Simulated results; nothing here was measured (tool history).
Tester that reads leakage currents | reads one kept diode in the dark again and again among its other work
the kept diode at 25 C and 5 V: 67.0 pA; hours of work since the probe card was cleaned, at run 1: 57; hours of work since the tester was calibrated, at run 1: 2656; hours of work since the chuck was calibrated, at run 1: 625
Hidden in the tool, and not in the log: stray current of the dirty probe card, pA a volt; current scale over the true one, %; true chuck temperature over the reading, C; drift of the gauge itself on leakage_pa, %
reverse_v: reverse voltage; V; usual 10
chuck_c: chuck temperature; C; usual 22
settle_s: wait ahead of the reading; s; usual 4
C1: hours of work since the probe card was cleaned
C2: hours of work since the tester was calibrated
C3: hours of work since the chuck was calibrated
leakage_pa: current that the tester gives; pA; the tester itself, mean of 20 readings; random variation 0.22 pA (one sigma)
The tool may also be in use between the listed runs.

run 1 hour=0 | reverse_v=10 chuck_c=22 settle_s=4 | C1=57 C2=2656 C3=625 | leakage_pa=69.29
-- hour=98.4 tester calibrated
run 2 hour=220.6 | reverse_v=10 chuck_c=22 settle_s=4 | C1=225 C2=94 C3=792 | leakage_pa=70.48
run 3 hour=411.6 | reverse_v=10 chuck_c=22 settle_s=4 | C1=371 C2=240 C3=939 | leakage_pa=70.5
run 4 hour=619.9 | reverse_v=10 chuck_c=22 settle_s=4 | C1=531 C2=400 C3=1098 | leakage_pa=70.83
run 5 hour=804.5 | reverse_v=10 chuck_c=22 settle_s=4 | C1=672 C2=541 C3=1240 | leakage_pa=70.86
run 6 hour=1017.4 | reverse_v=10 chuck_c=22 settle_s=4 | C1=836 C2=704 C3=1403 | leakage_pa=71.57
run 7 hour=1204.3 | reverse_v=10 chuck_c=22 settle_s=4 | C1=979 C2=848 C3=1546 | leakage_pa=71.81
run 8 hour=1322.8 | reverse_v=10 chuck_c=22 settle_s=4 | C1=1070 C2=939 C3=1637 | leakage_pa=71.81
run 9 hour=1474.2 | reverse_v=10 chuck_c=22 settle_s=4 | C1=1186 C2=1055 C3=1753 | leakage_pa=72.35
run 10 hour=1660.6 | reverse_v=10 chuck_c=22 settle_s=4 | C1=1329 C2=1198 C3=1896 | leakage_pa=72.52
run 11 hour=1863.8 | reverse_v=4.2 chuck_c=22 settle_s=4 | C1=1485 C2=1353 C3=2052 | leakage_pa=47.9
run 12 hour=1979.8 | reverse_v=4.2 chuck_c=22 settle_s=4 | C1=1573 C2=1442 C3=2141 | leakage_pa=47.94
run 13 hour=2117.8 | reverse_v=4.2 chuck_c=22 settle_s=4 | C1=1679 C2=1548 C3=2247 | leakage_pa=48.05
-- hour=2268.2 chuck's temperature calibrated
run 14 hour=2335.8 | reverse_v=9.7 chuck_c=51 settle_s=2.78 | C1=1845 C2=1714 C3=52 | leakage_pa=498.33
-- hour=2401.6 probe card cleaned and baked
run 15 hour=2546.1 | reverse_v=4.7 chuck_c=34 settle_s=1.36 | C1=111 C2=1873 C3=211 | leakage_pa=121.21
run 16 hour=2699.5 | reverse_v=4.7 chuck_c=34 settle_s=9.06 | C1=228 C2=1990 C3=328 | leakage_pa=119.26
run 17 hour=2895.6 | reverse_v=1.3 chuck_c=51 settle_s=3.54 | C1=379 C2=2141 C3=479 | leakage_pa=209.32
run 18 hour=3041.1 | reverse_v=4.6 chuck_c=47 settle_s=4 | C1=490 C2=2252 C3=590 | leakage_pa=270.18
run 19 hour=3153 | reverse_v=5.5 chuck_c=48 settle_s=3.77 | C1=576 C2=2338 C3=676 | leakage_pa=307.71
run 20 hour=3264.2 | reverse_v=5.5 chuck_c=48 settle_s=3.77 | C1=661 C2=2423 C3=761 | leakage_pa=306.9
run 21 hour=3470.9 | reverse_v=3.4 chuck_c=22 settle_s=1.21 | C1=820 C2=2582 C3=920 | leakage_pa=44.96
-- hour=3671.1 tester calibrated
run 22 hour=3671.1 | reverse_v=3.1 chuck_c=20 settle_s=4 | C1=972 C2=0 C3=1072 | leakage_pa=37.77
run 23 hour=3858 | reverse_v=14.9 chuck_c=20 settle_s=4 | C1=1115 C2=143 C3=1215 | leakage_pa=79.03
run 24 hour=4059.6 | reverse_v=10 chuck_c=22 settle_s=3.14 | C1=1270 C2=298 C3=1369 | leakage_pa=74.73
run 25 hour=4166.4 | reverse_v=9.7 chuck_c=35 settle_s=1.47 | C1=1351 C2=380 C3=1451 | leakage_pa=169.11
run 26 hour=4281.2 | reverse_v=4.3 chuck_c=20 settle_s=2.26 | C1=1439 C2=468 C3=1539 | leakage_pa=43.51

3 ways to go on from here, each from the tool as it stands after run 26. What would each give?
run A hour=4405.5 | reverse_v=3.8 chuck_c=32 settle_s=2.26 | C1=1535 C2=563 C3=1635 | leakage_pa=?
run B hour=4405.5 | reverse_v=4 chuck_c=22 settle_s=1.02 | C1=1535 C2=563 C3=1635 | leakage_pa=?
run C hour=4405.5 | reverse_v=2.9 chuck_c=44 settle_s=4 | C1=1535 C2=563 C3=1635 | leakage_pa=?

run=A leakage_pa=91.8
run=B leakage_pa=48.77
run=C leakage_pa=178.17
Without the tool's hidden state the same runs would have given:
run=A leakage_pa=98.84
run=B leakage_pa=50.32
run=C leakage_pa=195.81

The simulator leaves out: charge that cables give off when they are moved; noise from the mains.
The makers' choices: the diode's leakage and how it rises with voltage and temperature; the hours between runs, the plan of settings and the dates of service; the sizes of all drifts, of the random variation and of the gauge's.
